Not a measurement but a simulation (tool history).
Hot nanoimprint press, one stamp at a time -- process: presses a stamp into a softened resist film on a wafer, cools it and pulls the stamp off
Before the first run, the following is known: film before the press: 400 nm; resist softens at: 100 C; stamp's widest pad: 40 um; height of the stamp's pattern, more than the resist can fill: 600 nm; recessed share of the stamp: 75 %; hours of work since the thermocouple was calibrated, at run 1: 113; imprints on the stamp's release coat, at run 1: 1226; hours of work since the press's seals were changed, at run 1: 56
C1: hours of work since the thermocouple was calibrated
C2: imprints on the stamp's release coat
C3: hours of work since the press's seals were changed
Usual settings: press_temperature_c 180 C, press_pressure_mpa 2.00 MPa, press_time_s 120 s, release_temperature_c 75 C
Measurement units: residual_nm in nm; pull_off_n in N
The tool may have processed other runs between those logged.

{"run": 1, "hour": 0.0, "press_temperature_c": 180, "press_pressure_mpa": 2.0, "press_time_s": 120, "release_temperature_c": 75, "C1": 113, "C2": 1226, "C3": 56, "residual_nm": 169.3, "pull_off_n": 222}
{"run": 2, "hour": 19.6, "press_temperature_c": 180, "press_pressure_mpa": 2.0, "press_time_s": 120, "release_temperature_c": 75, "C1": 127, "C2": 1329, "C3": 70, "residual_nm": 169.8, "pull_off_n": 217}
{"run": 3, "hour": 36.1, "press_temperature_c": 180, "press_pressure_mpa": 2.0, "press_time_s": 120, "release_temperature_c": 75, "C1": 139, "C2": 1415, "C3": 82, "residual_nm": 168.2, "pull_off_n": 233}
{"run": 4, "hour": 56.2, "press_temperature_c": 180, "press_pressure_mpa": 2.0, "press_time_s": 120, "release_temperature_c": 75, "C1": 154, "C2": 1521, "C3": 96, "residual_nm": 169.0, "pull_off_n": 226}
{"hour": 83.2, "done": "stamp cleaned and given a new release coat"}
{"run": 5, "hour": 87.4, "press_temperature_c": 180, "press_pressure_mpa": 2.0, "press_time_s": 120, "release_temperature_c": 75, "C1": 172, "C2": 22, "C3": 115, "residual_nm": 168.5, "pull_off_n": 168}
{"run": 6, "hour": 102.1, "press_temperature_c": 180, "press_pressure_mpa": 2.0, "press_time_s": 120, "release_temperature_c": 75, "C1": 182, "C2": 99, "C3": 125, "residual_nm": 169.4, "pull_off_n": 168}
{"run": 7, "hour": 129.3, "press_temperature_c": 180, "press_pressure_mpa": 2.0, "press_time_s": 120, "release_temperature_c": 75, "C1": 202, "C2": 242, "C3": 145, "residual_nm": 167.3, "pull_off_n": 173}
{"run": 8, "hour": 157.5, "press_temperature_c": 180, "press_pressure_mpa": 2.0, "press_time_s": 120, "release_temperature_c": 75, "C1": 222, "C2": 390, "C3": 165, "residual_nm": 167.4, "pull_off_n": 177}
{"run": 9, "hour": 177.8, "press_temperature_c": 182, "press_pressure_mpa": 2.0, "press_time_s": 120, "release_temperature_c": 75, "C1": 237, "C2": 497, "C3": 180, "residual_nm": 158.5, "pull_off_n": 190}
{"run": 10, "hour": 192.7, "press_temperature_c": 180, "press_pressure_mpa": 2.0, "press_time_s": 120, "release_temperature_c": 71, "C1": 248, "C2": 575, "C3": 191, "residual_nm": 167.7, "pull_off_n": 195}
{"run": 11, "hour": 216.2, "press_temperature_c": 180, "press_pressure_mpa": 2.0, "press_time_s": 120, "release_temperature_c": 70, "C1": 265, "C2": 698, "C3": 207, "residual_nm": 167.4, "pull_off_n": 208}
{"run": 12, "hour": 234.6, "press_temperature_c": 180, "press_pressure_mpa": 2.0, "press_time_s": 148, "release_temperature_c": 75, "C1": 278, "C2": 795, "C3": 221, "residual_nm": 152.9, "pull_off_n": 198}
{"run": 13, "hour": 257.4, "press_temperature_c": 180, "press_pressure_mpa": 2.0, "press_time_s": 148, "release_temperature_c": 75, "C1": 294, "C2": 915, "C3": 237, "residual_nm": 153.4, "pull_off_n": 194}
{"run": 14, "hour": 270.2, "press_temperature_c": 180, "press_pressure_mpa": 2.0, "press_time_s": 148, "release_temperature_c": 75, "C1": 303, "C2": 982, "C3": 246, "residual_nm": 151.6, "pull_off_n": 211}
{"run": 15, "hour": 283.6, "press_temperature_c": 180, "press_pressure_mpa": 2.0, "press_time_s": 148, "release_temperature_c": 75, "C1": 313, "C2": 1052, "C3": 256, "residual_nm": 153.0, "pull_off_n": 207}
{"run": 16, "hour": 306.1, "press_temperature_c": 180, "press_pressure_mpa": 2.0, "press_time_s": 148, "release_temperature_c": 75, "C1": 329, "C2": 1170, "C3": 272, "residual_nm": 152.0, "pull_off_n": 213}
{"run": 17, "hour": 327.3, "press_temperature_c": 180, "press_pressure_mpa": 2.0, "press_time_s": 148, "release_temperature_c": 75, "C1": 345, "C2": 1282, "C3": 288, "residual_nm": 152.3, "pull_off_n": 208}
{"run": 18, "hour": 348.7, "press_temperature_c": 180, "press_pressure_mpa": 2.0, "press_time_s": 148, "release_temperature_c": 75, "C1": 360, "C2": 1394, "C3": 303, "residual_nm": 152.6, "pull_off_n": 228}
{"run": 19, "hour": 365.9, "press_temperature_c": 180, "press_pressure_mpa": 2.0, "press_time_s": 148, "release_temperature_c": 75, "C1": 372, "C2": 1484, "C3": 315, "residual_nm": 152.4, "pull_off_n": 223}
{"run": 20, "hour": 393.1, "press_temperature_c": 180, "press_pressure_mpa": 2.0, "press_time_s": 148, "release_temperature_c": 66, "C1": 392, "C2": 1627, "C3": 335, "residual_nm": 151.6, "pull_off_n": 256}
{"hour": 400.7, "done": "stamp cleaned and given a new release coat"}
{"run": 21, "hour": 421.8, "press_temperature_c": 180, "press_pressure_mpa": 2.0, "press_time_s": 148, "release_temperature_c": 66, "C1": 408, "C2": 111, "C3": 351, "residual_nm": 151.8, "pull_off_n": 193}
{"run": 22, "hour": 437.2, "press_temperature_c": 180, "press_pressure_mpa": 2.0, "press_time_s": 148, "release_temperature_c": 66, "C1": 420, "C2": 192, "C3": 362, "residual_nm": 151.2, "pull_off_n": 199}
{"run": 23, "hour": 451.3, "press_temperature_c": 180, "press_pressure_mpa": 2.0, "press_time_s": 148, "release_temperature_c": 66, "C1": 430, "C2": 266, "C3": 373, "residual_nm": 151.9, "pull_off_n": 196}
{"run": 24, "hour": 465.6, "press_temperature_c": 180, "press_pressure_mpa": 2.0, "press_time_s": 148, "release_temperature_c": 66, "C1": 440, "C2": 341, "C3": 383, "residual_nm": 151.1, "pull_off_n": 192}
{"run": 25, "hour": 491.1, "press_temperature_c": 180, "press_pressure_mpa": 2.0, "press_time_s": 148, "release_temperature_c": 66, "C1": 458, "C2": 475, "C3": 401, "residual_nm": 152.2, "pull_off_n": 207}
{"run": 26, "hour": 508.2, "press_temperature_c": 180, "press_pressure_mpa": 1.8, "press_time_s": 228, "release_temperature_c": 75, "C1": 471, "C2": 565, "C3": 414, "residual_nm": 131.9, "pull_off_n": 183}
{"run": 27, "hour": 524.5, "press_temperature_c": 172, "press_pressure_mpa": 1.8, "press_time_s": 228, "release_temperature_c": 70, "C1": 482, "C2": 650, "C3": 425, "residual_nm": 164.4, "pull_off_n": 203}
{"hour": 530.9, "done": "plate thermocouple calibrated"}
{"run": 28, "hour": 540.1, "press_temperature_c": 172, "press_pressure_mpa": 1.8, "press_time_s": 228, "release_temperature_c": 70, "C1": 7, "C2": 716, "C3": 434, "residual_nm": 171.5, "pull_off_n": 212}
{"run": 29, "hour": 567.4, "press_temperature_c": 172, "press_pressure_mpa": 1.8, "press_time_s": 228, "release_temperature_c": 66, "C1": 26, "C2": 860, "C3": 454, "residual_nm": 170.9, "pull_off_n": 233}

What if the next run were any one of these 5? Each begins from the tool's condition after run 29:
{"run": "A", "hour": 585.2, "press_temperature_c": 172, "press_pressure_mpa": 1.42, "press_time_s": 108, "release_temperature_c": 73, "C1": 39, "C2": 954, "C3": 467, "residual_nm": "?", "pull_off_n": "?"}
{"run": "B", "hour": 585.2, "press_temperature_c": 174, "press_pressure_mpa": 2.0, "press_time_s": 109, "release_temperature_c": 75, "C1": 39, "C2": 954, "C3": 467, "residual_nm": "?", "pull_off_n": "?"}
{"run": "C", "hour": 585.2, "press_temperature_c": 180, "press_pressure_mpa": 2.0, "press_time_s": 194, "release_temperature_c": 75, "C1": 39, "C2": 954, "C3": 467, "residual_nm": "?", "pull_off_n": "?"}
{"run": "D", "hour": 585.2, "press_temperature_c": 174, "press_pressure_mpa": 1.22, "press_time_s": 120, "release_temperature_c": 75, "C1": 39, "C2": 954, "C3": 467, "residual_nm": "?", "pull_off_n": "?"}
{"run": "E", "hour": 585.2, "press_temperature_c": 180, "press_pressure_mpa": 3.05, "press_time_s": 120, "release_temperature_c": 75, "C1": 39, "C2": 954, "C3": 467, "residual_nm": "?", "pull_off_n": "?"}

run=A residual_nm=246.6 pull_off_n=213
run=B residual_nm=205.6 pull_off_n=208
run=C residual_nm=140.6 pull_off_n=211
run=D residual_nm=239.1 pull_off_n=209
run=E residual_nm=141.5 pull_off_n=212
The same runs, with their run-to-run variation unchanged, on a tool lacking any hidden condition would have given:
run=A residual_nm=247.0 pull_off_n=173
run=B residual_nm=205.4 pull_off_n=169
run=C residual_nm=140.3 pull_off_n=172
run=D residual_nm=239.6 pull_off_n=170
run=E residual_nm=140.4 pull_off_n=172

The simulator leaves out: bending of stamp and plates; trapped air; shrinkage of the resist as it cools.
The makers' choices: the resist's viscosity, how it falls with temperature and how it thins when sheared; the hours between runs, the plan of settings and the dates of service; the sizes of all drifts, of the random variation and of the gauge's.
